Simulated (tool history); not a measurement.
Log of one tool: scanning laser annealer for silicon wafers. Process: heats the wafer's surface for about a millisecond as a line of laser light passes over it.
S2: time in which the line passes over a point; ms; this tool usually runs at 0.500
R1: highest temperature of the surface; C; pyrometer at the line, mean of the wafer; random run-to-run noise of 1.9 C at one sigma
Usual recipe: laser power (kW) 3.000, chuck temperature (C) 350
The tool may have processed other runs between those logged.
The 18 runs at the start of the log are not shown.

Run 19, hour 326.0: usual settings. Result: R1 1105 C.
Run 20, hour 345.7: usual settings but S2 0.592 ms. Result: R1 1171 C.
Run 21, hour 369.5: usual settings but S2 0.382 ms. Result: R1 1006 C.
Run 22, hour 381.2: usual settings but laser power (kW) 3.255, S2 0.601 ms, chuck temperature (C) 369. Result: R1 1272 C.
Run 23, hour 395.1: usual settings but laser power (kW) 2.722, S2 0.499 ms, chuck temperature (C) 339. Result: R1 1012 C.
Run 24, hour 413.2: usual settings but laser power (kW) 2.722, S2 0.499 ms, chuck temperature (C) 339. Result: R1 1012 C.
Run 25, hour 432.0: usual settings but laser power (kW) 2.722, S2 0.499 ms, chuck temperature (C) 339. Result: R1 1011 C.
Run 26, hour 444.7: usual settings but chuck temperature (C) 329. Result: R1 1076 C.
Run 27, hour 461.4: usual settings but laser power (kW) 2.992, chuck temperature (C) 329. Result: R1 1072 C.
Run 28, hour 476.6: usual settings but laser power (kW) 2.992, chuck temperature (C) 329. Result: R1 1073 C.
Run 29, hour 494.0: usual settings but laser power (kW) 2.958, S2 0.369 ms, chuck temperature (C) 313. Result: R1 944 C.
Run 30, hour 514.4: usual settings but laser power (kW) 2.958, S2 0.433 ms, chuck temperature (C) 336. Result: R1 1019 C.
Run 31, hour 531.2: usual settings but S2 0.452 ms. Result: R1 1056 C.
Run 32, hour 551.7: usual settings but laser power (kW) 2.889, S2 0.437 ms, chuck temperature (C) 375. Result: R1 1043 C.
Run 33, hour 575.4: usual settings but laser power (kW) 2.751. Result: R1 1022 C.
Run 34, hour 596.6: usual settings but laser power (kW) 2.919, S2 0.376 ms, chuck temperature (C) 322. Result: R1 942 C.
Run 35, hour 618.9: usual settings but laser power (kW) 2.685, chuck temperature (C) 320. Result: R1 972 C.
Run 36, hour 636.0: usual settings but laser power (kW) 3.172, S2 0.531 ms, chuck temperature (C) 318. Result: R1 1128 C.
Run 37, hour 649.6: usual settings but laser power (kW) 3.061, S2 0.560 ms, chuck temperature (C) 383. Result: R1 1183 C.
Run 38, hour 663.3: usual settings but laser power (kW) 3.061, S2 0.560 ms, chuck temperature (C) 383. Result: R1 1176 C.
Run 39, hour 680.0: usual settings but laser power (kW) 3.061, S2 0.547 ms, chuck temperature (C) 317. Result: R1 1103 C.
Run 40, hour 701.3: usual settings but laser power (kW) 3.034, S2 0.475 ms, chuck temperature (C) 367. Result: R1 1087 C.

Each row is a separate what-if for the run after 40, all from the same tool condition, not one after another. Results?
Run A, hour 721.1: usual settings but laser power (kW) 2.929, S2 0.578 ms, chuck temperature (C) 332. Result: R1 ?.
Run B, hour 721.1: usual settings but chuck temperature (C) 322. Result: R1 ?.
Run C, hour 721.1: usual settings but laser power (kW) 3.034, S2 0.475 ms, chuck temperature (C) 335. Result: R1 ?.
Run D, hour 721.1: usual settings but laser power (kW) 2.912, S2 0.475 ms, chuck temperature (C) 383. Result: R1 ?.

run    R1
  A  1096
  B  1056
  C  1057
  D  1079
What these runs would have given with no unlogged condition in the tool:
run    R1
  A  1142
  B  1099
  C  1100
  D  1120
